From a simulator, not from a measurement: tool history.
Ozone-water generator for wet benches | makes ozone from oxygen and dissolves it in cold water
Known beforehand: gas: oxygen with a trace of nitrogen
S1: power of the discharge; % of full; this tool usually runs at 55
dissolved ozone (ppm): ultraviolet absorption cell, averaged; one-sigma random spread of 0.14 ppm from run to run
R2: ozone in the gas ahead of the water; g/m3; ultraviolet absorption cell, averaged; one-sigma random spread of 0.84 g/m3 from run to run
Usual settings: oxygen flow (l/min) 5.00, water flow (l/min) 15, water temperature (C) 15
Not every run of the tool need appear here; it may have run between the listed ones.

Run 1, hour 0.0: usual settings. Result: dissolved ozone (ppm) 17.0, R2 134.4 g/m3.
Run 2, hour 167.1: usual settings. Result: dissolved ozone (ppm) 16.7, R2 134.9 g/m3.
Run 3, hour 325.6: usual settings. Result: dissolved ozone (ppm) 16.8, R2 136.2 g/m3.
At hour 411.7: electrodes of the discharge changed.
Run 4, hour 527.1: usual settings. Result: dissolved ozone (ppm) 16.8, R2 136.6 g/m3.
Run 5, hour 672.8: usual settings. Result: dissolved ozone (ppm) 17.0, R2 136.8 g/m3.
Run 6, hour 883.0: usual settings. Result: dissolved ozone (ppm) 17.0, R2 135.6 g/m3.
Run 7, hour 973.4: usual settings. Result: dissolved ozone (ppm) 16.5, R2 135.7 g/m3.
Run 8, hour 1062.6: usual settings. Result: dissolved ozone (ppm) 16.8, R2 135.3 g/m3.
Run 9, hour 1180.0: usual settings. Result: dissolved ozone (ppm) 16.9, R2 135.3 g/m3.
Run 10, hour 1388.6: usual settings. Result: dissolved ozone (ppm) 16.6, R2 134.9 g/m3.
At hour 1483.7: water thermometer calibrated.
Run 11, hour 1500.2: usual settings. Result: dissolved ozone (ppm) 16.8, R2 134.9 g/m3.
Run 12, hour 1597.2: usual settings. Result: dissolved ozone (ppm) 16.8, R2 135.1 g/m3.
Run 13, hour 1763.2: usual settings. Result: dissolved ozone (ppm) 16.8, R2 134.8 g/m3.
Run 14, hour 1907.2: usual settings. Result: dissolved ozone (ppm) 16.8, R2 133.9 g/m3.
Run 15, hour 2025.0: usual settings. Result: dissolved ozone (ppm) 17.1, R2 135.5 g/m3.
Run 16, hour 2133.8: usual settings but oxygen flow (l/min) 7.37. Result: dissolved ozone (ppm) 17.0, R2 114.0 g/m3.
Run 17, hour 2244.6: usual settings but oxygen flow (l/min) 3.75. Result: dissolved ozone (ppm) 16.1, R2 153.3 g/m3.
Run 18, hour 2453.3: usual settings but water temperature (C) 20. Result: dissolved ozone (ppm) 15.5, R2 134.7 g/m3.
At hour 2525.4: contactor cleaned.
Run 19, hour 2561.0: usual settings but S1 46 % of full, oxygen flow (l/min) 8.91, water flow (l/min) 13, water temperature (C) 16. Result: dissolved ozone (ppm) 16.3, R2 95.2 g/m3.
Run 20, hour 2687.9: usual settings but S1 46 % of full, oxygen flow (l/min) 2.50, water flow (l/min) 21, water temperature (C) 8. Result: dissolved ozone (ppm) 10.5, R2 162.0 g/m3.
Run 21, hour 2777.4: usual settings but S1 46 % of full, oxygen flow (l/min) 2.50, water flow (l/min) 21, water temperature (C) 8. Result: dissolved ozone (ppm) 10.3, R2 163.3 g/m3.
Run 22, hour 2907.2: usual settings but S1 65 % of full, oxygen flow (l/min) 3.67, water flow (l/min) 10. Result: dissolved ozone (ppm) 24.2, R2 169.8 g/m3.
Run 23, hour 3074.4: usual settings but S1 65 % of full, oxygen flow (l/min) 3.67, water flow (l/min) 10. Result: dissolved ozone (ppm) 24.2, R2 170.9 g/m3.
Run 24, hour 3213.7: usual settings but S1 47 % of full, oxygen flow (l/min) 3.67, water flow (l/min) 10, water temperature (C) 12. Result: dissolved ozone (ppm) 20.8, R2 140.3 g/m3.
Run 25, hour 3358.3: usual settings but oxygen flow (l/min) 3.29, water flow (l/min) 13. Result: dissolved ozone (ppm) 18.0, R2 159.9 g/m3.
Run 26, hour 3531.6: usual settings but S1 46 % of full, oxygen flow (l/min) 5.41, water flow (l/min) 9. Result: dissolved ozone (ppm) 20.8, R2 118.3 g/m3.
Run 27, hour 3616.4: usual settings but S1 79 % of full, oxygen flow (l/min) 5.17, water flow (l/min) 21, water temperature (C) 8. Result: dissolved ozone (ppm) 17.7, R2 165.3 g/m3.
Run 28, hour 3713.7: usual settings but S1 61 % of full, oxygen flow (l/min) 3.50, water temperature (C) 14. Result: dissolved ozone (ppm) 17.5, R2 167.6 g/m3.
Run 29, hour 3822.5: usual settings but S1 50 % of full, oxygen flow (l/min) 3.21, water temperature (C) 14. Result: dissolved ozone (ppm) 15.0, R2 154.4 g/m3.
Run 30, hour 3999.9: usual settings but oxygen flow (l/min) 5.42. Result: dissolved ozone (ppm) 16.9, R2 130.8 g/m3.
Run 31, hour 4168.1: usual settings but oxygen flow (l/min) 3.33, water temperature (C) 9. Result: dissolved ozone (ppm) 17.0, R2 160.3 g/m3.
Run 32, hour 4264.1: usual settings but oxygen flow (l/min) 3.33, water temperature (C) 9. Result: dissolved ozone (ppm) 17.0, R2 159.8 g/m3.

Predict each of these 5 candidate next runs independently; none follows another, all start after run 32:
Run A, hour 4441.0: usual settings but oxygen flow (l/min) 3.33, water flow (l/min) 17, water temperature (C) 9. Result: dissolved ozone (ppm) ?, R2 ?.
Run B, hour 4441.0: usual settings but S1 53 % of full, water flow (l/min) 14, water temperature (C) 23. Result: dissolved ozone (ppm) ?, R2 ?.
Run C, hour 4441.0: usual settings but oxygen flow (l/min) 2.51, water temperature (C) 12. Result: dissolved ozone (ppm) ?, R2 ?.
Run D, hour 4441.0: usual settings but oxygen flow (l/min) 4.04. Result: dissolved ozone (ppm) ?, R2 ?.
Run E, hour 4441.0: usual settings but oxygen flow (l/min) 4.07, water temperature (C) 17. Result: dissolved ozone (ppm) ?, R2 ?.

run  dissolved ozone (ppm)     R2
  A                   15.0  162.7
  B                   15.1  133.7
  C                   15.6  180.6
  D                   16.4  147.3
  E                   15.9  148.4
Without the tool's unlogged condition, the same runs would have read:
run  dissolved ozone (ppm)     R2
  A                   15.0  163.0
  B                   15.2  133.9
  C                   15.7  181.0
  D                   16.4  147.5
  E                   15.9  148.7

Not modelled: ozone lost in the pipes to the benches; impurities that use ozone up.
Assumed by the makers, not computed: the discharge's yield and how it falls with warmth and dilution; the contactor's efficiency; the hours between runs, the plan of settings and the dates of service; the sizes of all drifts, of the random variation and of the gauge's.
